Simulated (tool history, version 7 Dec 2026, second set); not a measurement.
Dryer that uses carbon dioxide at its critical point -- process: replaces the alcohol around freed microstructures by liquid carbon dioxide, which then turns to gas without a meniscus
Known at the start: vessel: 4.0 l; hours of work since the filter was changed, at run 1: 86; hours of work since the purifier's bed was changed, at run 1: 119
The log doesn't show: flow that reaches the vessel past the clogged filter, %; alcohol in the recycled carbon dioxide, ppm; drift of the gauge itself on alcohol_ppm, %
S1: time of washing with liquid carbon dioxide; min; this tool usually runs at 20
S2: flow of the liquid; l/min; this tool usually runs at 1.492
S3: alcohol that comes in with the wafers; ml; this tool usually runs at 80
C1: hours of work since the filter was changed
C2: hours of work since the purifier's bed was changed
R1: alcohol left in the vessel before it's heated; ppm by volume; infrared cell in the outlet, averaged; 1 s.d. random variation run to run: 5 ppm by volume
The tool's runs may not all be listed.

run,hour,S1,S2,S3,C1,C2,R1
1,0.0,20,1.492,80,86,119,95
2,8.7,20,1.492,80,91,124,101
3,21.6,20,1.492,80,97,130,106
4,38.0,20,1.492,80,106,139,108
5,47.4,20,1.492,80,111,144,104
6,63.7,20,1.492,56,119,152,109
7,71.0,20,1.492,80,123,156,121
8,85.8,20,1.492,80,131,164,131
9,97.0,20,1.720,80,137,170,96
10,106.5,20,2.020,80,142,175,90
11,115.7,20,2.020,80,147,180,88
# hour 127.6: inlet filter changed
12,127.8,20,2.020,80,0,185,88
13,135.9,20,2.020,80,4,190,85
14,152.2,20,2.020,80,13,198,99
15,161.3,18,2.020,80,18,203,93
16,173.2,20,1.492,80,24,209,119
17,188.1,20,1.492,80,32,217,124
18,199.4,20,1.492,80,38,223,124
19,209.5,20,1.492,80,43,228,130
20,222.2,20,1.492,80,50,235,123
21,230.2,23,1.492,80,54,239,113
22,242.3,23,1.492,80,60,245,115
23,257.7,23,1.492,96,68,254,123
24,267.8,23,1.492,96,73,259,134
25,278.5,21,1.840,80,79,264,120
26,294.4,30,1.240,37,87,273,118
27,309.2,30,1.240,38,95,281,128
28,321.0,20,1.492,21,101,287,135
29,333.0,20,1.492,21,108,293,137
30,347.2,20,1.492,24,115,300,146
31,359.9,20,1.492,24,122,307,150
32,374.3,13,2.210,31,129,315,176
33,385.9,13,2.210,31,135,321,170
34,392.8,13,2.210,31,139,324,172
35,406.1,15,1.220,30,146,331,364
# hour 419.2: inlet filter changed
36,420.3,15,0.920,99,1,338,1158
37,436.8,19,2.200,30,9,347,144
38,447.0,13,1.680,43,15,352,243
39,461.4,13,1.680,43,22,360,234
40,473.0,17,1.680,83,28,366,210
41,484.1,17,1.680,83,34,372,205
42,497.2,20,1.440,80,41,379,199
43,510.8,20,1.440,80,48,386,205
44,526.9,21,1.560,25,56,394,179
45,535.5,30,2.280,52,61,399,177
46,543.7,30,1.240,52,65,403,173

Entry by entry between the runs, the difference in hidden state between the last listed run before and the first listed run after:
From run 11 to run 12: inlet filter changed (hour 127.6)
  flow that reaches the vessel past the clogged filter, %: 84.5 -> 99.3; alcohol in the recycled carbon dioxide, ppm: 79.9 -> 82.6
  measured minus no-state result, R1: +82 -> +80 ppm by volume
From run 35 to run 36: inlet filter changed (hour 419.2)
  flow that reaches the vessel past the clogged filter, %: 84 -> 99.3; alcohol in the recycled carbon dioxide, ppm: 144.2 -> 147.1
  measured minus no-state result, R1: +247 -> +164 ppm by volume
